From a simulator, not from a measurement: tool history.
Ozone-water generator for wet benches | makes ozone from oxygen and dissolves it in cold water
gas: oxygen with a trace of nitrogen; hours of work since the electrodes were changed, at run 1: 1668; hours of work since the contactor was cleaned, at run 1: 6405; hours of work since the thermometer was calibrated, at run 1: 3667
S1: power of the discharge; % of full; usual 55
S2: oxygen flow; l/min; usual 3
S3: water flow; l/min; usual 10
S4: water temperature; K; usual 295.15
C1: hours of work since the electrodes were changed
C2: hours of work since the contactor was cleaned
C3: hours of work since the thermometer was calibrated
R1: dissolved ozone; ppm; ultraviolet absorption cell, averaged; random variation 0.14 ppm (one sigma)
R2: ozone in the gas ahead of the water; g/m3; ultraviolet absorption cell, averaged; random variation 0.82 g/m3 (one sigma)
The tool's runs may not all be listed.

run	hour	S1	S2	S3	S4	C1	C2	C3	R1	R2
1	0	55	3	10	295.15	1668	6405	3667	13.8	127.5
2	141.6	44	3	10	295.15	1759	6496	3758	11.3	102.7
3	250.5	44	3	10	295.15	1829	6566	3828	11.1	103.1
4	346.4	44	3	10	295.15	1891	6628	3890	11.2	102
5	464.3	44	3	10	295.15	1967	6704	3966	11.3	105.4
6	555.7	44	3	10	295.15	2026	6763	4025	11.2	103.3
7	687.5	44	3	10	291.15	2111	6848	4109	11.9	102.2
8	823.8	55	3.56	10	295.15	2198	6935	4197	13.6	117.9
9	917.3	55	3.56	10	295.15	2259	6996	4257	13.7	117.1
10	1053.1	55	3.56	10	295.15	2346	7083	4345	13.7	117.4
11	1165.8	55	3.56	10	295.15	2419	7156	4417	13.6	117.9
12	1238	55	4.43	10	295.15	2465	7202	4464	13.6	107.1
13	1311.9	55	4.43	10	298.15	2513	7250	4511	12.6	107.2
14	1377.9	55	4.43	10	298.15	2555	7292	4554	12.6	105.6
15	1453.5	55	5.28	11	292.15	2604	7341	4602	13.2	98.6
16	1536.7	97	2.79	9	300.15	2657	7394	4656	22	216.2
17	1665	55	1.92	6	301.15	2740	7477	4739	17.1	150.8
18	1767	46	1.92	6	295.15	2806	7542	4804	16.1	129.9
19	1915.2	46	1.92	6	295.15	2901	7638	4900	16	130
20	2008	46	1.92	6	295.15	2961	7698	4959	16.2	129.4
21	2091.6	55	5.03	10	295.15	3014	7751	5013	13.4	99.6
22	2211.5	74	1.7	13	288.15	3092	7829	5090	13.7	205.4
23	2342.6	43	3	14	295.15	3176	7913	5175	8.1	101.1
24	2439.2	43	3	8	294.15	3238	7975	5237	12.7	100
# hour 2472.3: contactor cleaned
25	2595.5	43	3	8	294.15	3336	79	5335	13.5	99.5
# hour 2628: water thermometer calibrated
26	2678.5	43	2.94	11	294.15	3389	132	32	11	101
27	2766.3	63	3	7	295.15	3446	189	89	20.5	141.4

5 ways to go on from here, each from the tool as it stands after run 27. What would each give?
A	2874.9	63	3.75	7	290.15	3516	259	159	?	?
B	2874.9	63	3	7	289.15	3516	259	159	?	?
C	2874.9	63	1.96	7	295.15	3516	259	159	?	?
D	2874.9	63	3	7	291.15	3516	259	159	?	?
E	2874.9	63	3	15	295.15	3516	259	159	?	?

run	R1	R2
A	22.5	126.9
B	22.7	139.7
C	20.1	168.4
D	22.5	139.3
E	11.8	141
Without the tool's hidden state the same runs would have given:
run	R1	R2
A	23.9	134.2
B	24.1	147.7
C	21.4	178
D	23.9	147.4
E	12.6	149.1

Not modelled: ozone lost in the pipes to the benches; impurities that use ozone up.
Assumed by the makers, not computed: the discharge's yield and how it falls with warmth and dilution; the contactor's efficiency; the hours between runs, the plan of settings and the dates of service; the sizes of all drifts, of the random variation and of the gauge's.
